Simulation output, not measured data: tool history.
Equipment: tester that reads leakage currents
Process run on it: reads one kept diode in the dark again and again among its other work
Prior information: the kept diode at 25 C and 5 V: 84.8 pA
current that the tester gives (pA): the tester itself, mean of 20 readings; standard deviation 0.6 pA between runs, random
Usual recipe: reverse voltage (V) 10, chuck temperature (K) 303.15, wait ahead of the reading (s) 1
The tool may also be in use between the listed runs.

| run | hour | reverse voltage (V) | chuck temperature (K) | wait ahead of the reading (s) | current that the tester gives (pA) |
|---|---|---|---|---|---|
| 1 | 0 | 10 | 303.15 | 1 | 227.76 |
| 2 | 68.8 | 10 | 303.15 | 1 | 227.65 |
| 3 | 120.8 | 10 | 303.15 | 1 | 229.39 |
| 4 | 182.8 | 10 | 303.15 | 1 | 230.25 |
| 5 | 229.2 | 10 | 303.15 | 1 | 228.73 |
| 6 | 267.9 | 3.2 | 303.15 | 1 | 118.66 |
| 7 | 304 | 10 | 303.15 | 0.83 | 229.75 |
| 8 | 351.7 | 10 | 303.15 | 0.83 | 231.65 |
| 9 | 430.4 | 10 | 303.15 | 0.83 | 233.39 |
| 10 | 470 | 10 | 303.15 | 0.83 | 235.9 |
| 11 | 516 | 10 | 303.15 | 0.83 | 235.76 |
| 12 | 586.9 | 10 | 303.15 | 0.83 | 237.05 |
| 13 | 645.4 | 10 | 311.15 | 1 | 452.67 |
| 14 | 724.7 | 10 | 325.15 | 1 | 1361.85 |
| 15 | 777.9 | 10 | 325.15 | 1 | 1362.31 |
| 16 | 849 | 10 | 325.15 | 1 | 1369.87 |
| 17 | 914.4 | 10 | 325.15 | 1 | 1374.55 |
| 18 | 951.1 | 10 | 303.15 | 1 | 241.24 |
| 19 | 993.8 | 10 | 303.15 | 1 | 241.56 |
| 20 | 1075.3 | 10 | 303.15 | 1 | 242.3 |
| 21 | 1152.7 | 10 | 313.15 | 1 | 548.19 |
| 22 | 1202.1 | 4.5 | 323.15 | 6.39 | 764.86 |
| 23 | 1262.3 | 13.4 | 324.15 | 8.85 | 1533.96 |
| 24 | 1315.8 | 1.2 | 317.15 | 6.8 | 228.34 |
|  | 1344.3 | probe card cleaned and baked |
| 25 | 1400.3 | 1.1 | 328.15 | 6.8 | 509.88 |
| 26 | 1467.7 | 1.1 | 328.15 | 6.8 | 510.92 |
| 27 | 1543.5 | 1.1 | 328.15 | 6.8 | 512.81 |
| 28 | 1623.1 | 1.1 | 319.15 | 5.21 | 256.22 |
| 29 | 1658.5 | 4.8 | 303.15 | 4.84 | 154.91 |
| 30 | 1731.5 | 4.1 | 303.15 | 1 | 145.17 |
| 31 | 1770.8 | 3.3 | 305.15 | 6.99 | 150.57 |
| 32 | 1845.5 | 3.3 | 305.15 | 6.99 | 151.46 |
| 33 | 1893.2 | 3.3 | 305.15 | 6.99 | 151.87 |
| 34 | 1949.8 | 3.3 | 332.15 | 7.42 | 1296.53 |
| 35 | 1996 | 3.6 | 299.15 | 0.71 | 96.94 |
| 36 | 2064.4 | 3.6 | 299.15 | 0.71 | 97.05 |
| 37 | 2119.8 | 10 | 305.15 | 1.99 | 289.55 |
| 38 | 2153.2 | 4.4 | 320.15 | 0.31 | 623.88 |
| 39 | 2223.9 | 4.4 | 320.15 | 0.31 | 628.09 |
| 40 | 2275.5 | 7.3 | 298.15 | 0.32 | 139.15 |
| 41 | 2320.8 | 9.6 | 315.15 | 2.62 | 653.5 |

Forecast each of these 3 alternatives for the next run:
| A | 2399.2 | 4.1 | 295.15 | 2.51 | ? |
| B | 2399.2 | 6 | 303.15 | 1 | ? |
| C | 2399.2 | 2.1 | 318.15 | 0.5 | ? |

| run | current that the tester gives (pA) |
|---|---|
| A | 74.37 |
| B | 187.28 |
| C | 358.61 |
Take away the tool's hidden state, keep each run's random variation, and the runs would have read:
| run | current that the tester gives (pA) |
|---|---|
| A | 58.18 |
| B | 149.66 |
| C | 294.67 |
